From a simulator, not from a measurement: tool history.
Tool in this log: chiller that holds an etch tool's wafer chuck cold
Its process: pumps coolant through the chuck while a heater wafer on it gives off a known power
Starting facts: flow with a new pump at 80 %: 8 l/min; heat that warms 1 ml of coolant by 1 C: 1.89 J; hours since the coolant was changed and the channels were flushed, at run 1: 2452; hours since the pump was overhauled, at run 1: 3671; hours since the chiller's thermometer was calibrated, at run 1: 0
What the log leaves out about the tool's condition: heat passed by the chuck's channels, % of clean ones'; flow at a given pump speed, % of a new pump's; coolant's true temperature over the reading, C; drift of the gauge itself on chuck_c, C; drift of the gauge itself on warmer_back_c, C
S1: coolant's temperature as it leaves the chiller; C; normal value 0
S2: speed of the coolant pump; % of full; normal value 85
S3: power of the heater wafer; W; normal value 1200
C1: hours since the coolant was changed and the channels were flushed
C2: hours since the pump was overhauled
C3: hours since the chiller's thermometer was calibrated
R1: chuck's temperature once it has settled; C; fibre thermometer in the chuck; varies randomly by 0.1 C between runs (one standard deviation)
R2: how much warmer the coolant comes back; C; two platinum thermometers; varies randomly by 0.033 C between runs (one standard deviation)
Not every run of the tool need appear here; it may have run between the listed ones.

run	hour	S1	S2	S3	C1	C2	C3	R1	R2
1	0	0	85	1200	2452	3671	0	11.7	4.65
2	120.1	0	85	1200	2572	3791	120	11.8	4.64
3	208.4	0	85	1200	2660	3879	208	11.8	4.65
4	325	0	85	1200	2777	3996	325	11.6	4.7
5	477.5	0	85	1200	2929	4148	477	12	4.69
6	609.1	0	85	1200	3061	4280	609	12	4.71
7	718.7	-4	85	1200	3171	4390	719	8.1	4.68
8	822.3	-4	85	1200	3274	4493	822	8.1	4.67
9	904.9	0	85	1045	3357	4576	905	10.5	4.05
10	1071.4	0	85	1045	3523	4742	1071	10.5	4.09
11	1247.8	0	85	1045	3700	4919	1248	10.8	4.12
12	1381.6	0	85	1045	3833	5052	1382	10.7	4.14
13	1519.1	0	85	1045	3971	5190	1519	10.8	4.09
14	1634	6	85	1200	4086	5305	1634	18.5	4.74
15	1817.1	6	85	1200	4269	5488	1817	18.5	4.73
16	1935	0	85	1331	4387	5606	1935	13.8	5.27
17	2032.6	0	67	986	4485	5703	2033	12.6	4.91
18	2174.7	0	67	986	4627	5846	2175	12.8	4.9
19	2303.5	0	67	986	4755	5974	2304	12.8	4.92
20	2464.4	0	67	986	4916	6135	2464	12.8	4.91
21	2562.9	-6	72	1200	5015	6234	2563	8.8	5.6
22	2697.9	2	72	1525	5150	6369	2698	20.7	7.12
23	2851.2	2	72	1525	5303	6522	2851	20.7	7.13
24	2987	2	72	1525	5439	6658	2987	20.9	7.1
25	3174.8	2	72	1525	5627	6846	3175	20.9	7.2
26	3314.6	1	61	1222	5766	6985	3315	18.5	6.77
27	3465.4	1	61	1222	5917	7136	3465	18.8	6.71
28	3613.9	-6	73	1571	6066	7285	3614	13.6	7.35
29	3753.7	10	60	1200	6206	7425	3754	27.7	6.76
# hour 3841: chiller's thermometer calibrated
30	3933.9	1	85	682	6385	7604	93	8.3	2.72
31	4025.2	1	91	682	6476	7695	184	8	2.58

Pick out some run-to-run changes in R1. Of each, how much would a tool without hidden state show as well, from the settings, what came in and chance, and how much is left for the hidden state and any gauge scatter not in both results compared?
Run 13 -> 14: S1 0 -> 6, S3 1045 -> 1200. R1 +7.7 C: hidden state +0.3, all else +7.4.
Run 21 -> 22: S1 -6 -> 2, S3 1200 -> 1525. R1 +11.9 C: hidden state +0.5, all else +11.4.
Run 28 -> 29: S1 -6 -> 10, S2 73 -> 60, S3 1571 -> 1200. R1 +14.1 C: hidden state -0.2, all else +14.3.
Run 29 -> 30: S1 10 -> 1, S2 60 -> 85, S3 1200 -> 682, chiller's thermometer calibrated. R1 -19.4 C: hidden state -1.8, all else -17.6.
